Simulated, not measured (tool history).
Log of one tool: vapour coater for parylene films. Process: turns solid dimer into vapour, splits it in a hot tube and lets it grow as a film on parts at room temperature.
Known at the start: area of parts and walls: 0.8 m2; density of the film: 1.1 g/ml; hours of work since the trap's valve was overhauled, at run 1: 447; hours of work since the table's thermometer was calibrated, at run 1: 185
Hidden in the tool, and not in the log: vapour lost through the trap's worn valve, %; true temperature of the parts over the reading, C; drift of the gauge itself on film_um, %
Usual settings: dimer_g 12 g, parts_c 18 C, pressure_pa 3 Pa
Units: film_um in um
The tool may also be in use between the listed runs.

run     day  dimer_g  parts_c  pressure_pa  hours of work since the trap's valve was overhauled  hours of work since the table's thermometer was calibrated  film_um
  1       0       12       18            3                                                  447                                                         185    11.42
  2   2.033       12       18            3                                                  490                                                         228    11.38
  3   3.358       12       18            3                                                  518                                                         256     11.4
  4   5.167       12       18            3                                                  556                                                         294    11.47
  5   7.388       12       18            3                                                  603                                                         341    11.31
      8.871  -- trap's valve overhauled
  6     9.2       12       18            3                                                    7                                                         376    11.47
  7  10.875       12       18            3                                                   42                                                         412    11.36
  8  12.896       12       18            3                                                   85                                                         454    11.48
  9  14.125       15       18            3                                                  111                                                         480    14.28
 10   15.95       12       18            3                                                  150                                                         519    11.46
 11  17.662       12       18            3                                                  186                                                         555    11.43
 12  18.638       12       18            3                                                  207                                                         576    11.47
 13  20.425       12       18            3                                                  244                                                         614    11.32
 14  22.212       12       18            3                                                  282                                                         651    11.36
 15  23.983       12       18            3                                                  320                                                         689     11.4
 16  25.308       12       18            3                                                  348                                                         717    11.61
 17  26.929       12       15            3                                                  382                                                         751    12.52
 18    28.3       12       18            3                                                  411                                                         780    11.47
 19  30.292       12       18            3                                                  453                                                         822    11.27
 20  31.421       12       18            3                                                  477                                                         846    11.55
 21  33.358       12       21         8.19                                                  518                                                         887     8.88
 22  34.838       11       23         5.42                                                  549                                                         918      8.2
 23  36.996       20       15          8.8                                                  595                                                         964    17.72
 24  38.367        7       12         4.53                                                  624                                                         993     7.53
     38.912  -- trap's valve overhauled
 25  39.867        7       12         4.53                                                   20                                                        1021     7.62
 26  42.088        7       11         7.74                                                   67                                                        1068     7.32
 27  43.204       12       15         5.21                                                   91                                                        1092    11.69
 28  44.962       12       14         8.33                                                  128                                                        1129    11.19
 29  47.012       20       14         7.09                                                  171                                                        1172    18.77
 30  48.808       12       10         2.17                                                  209                                                        1210    13.22
 31  50.496       21       23         9.89                                                  245                                                        1246    14.05
 32  52.708       12       19         9.14                                                  292                                                        1293     9.26
 33  53.717       21       19         7.89                                                  313                                                        1314    16.55
 34  55.012       21       19         7.89                                                  340                                                        1341    16.76
 35  56.675       13       14         2.28                                                  376                                                        1377    14.46
 36  58.646       16       23         2.28                                                  417                                                        1418    13.46
 37  60.108       16       23         2.28                                                  448                                                        1449     13.3
 38  61.858       16       23         2.28                                                  485                                                        1486    13.34
 39  62.888       15       23         2.28                                                  507                                                        1508    12.59

Forecast each of these 5 alternatives for the next run:
  A  63.946       12       10            3                                                  529                                                        1530        ?
  B  63.946        5       18         6.46                                                  529                                                        1530        ?
  C  63.946       15       20         2.28                                                  529                                                        1530        ?
  D  63.946       12       19         9.75                                                  529                                                        1530        ?
  E  63.946       12       18        11.91                                                  529                                                        1530        ?

run  film_um
  A    13.36
  B     4.24
  C    13.73
  D      9.3
  E      9.2
Without the tool's hidden state the same runs would have given:
run  film_um
  A    13.41
  B     4.26
  C    13.81
  D     9.36
  E     9.25
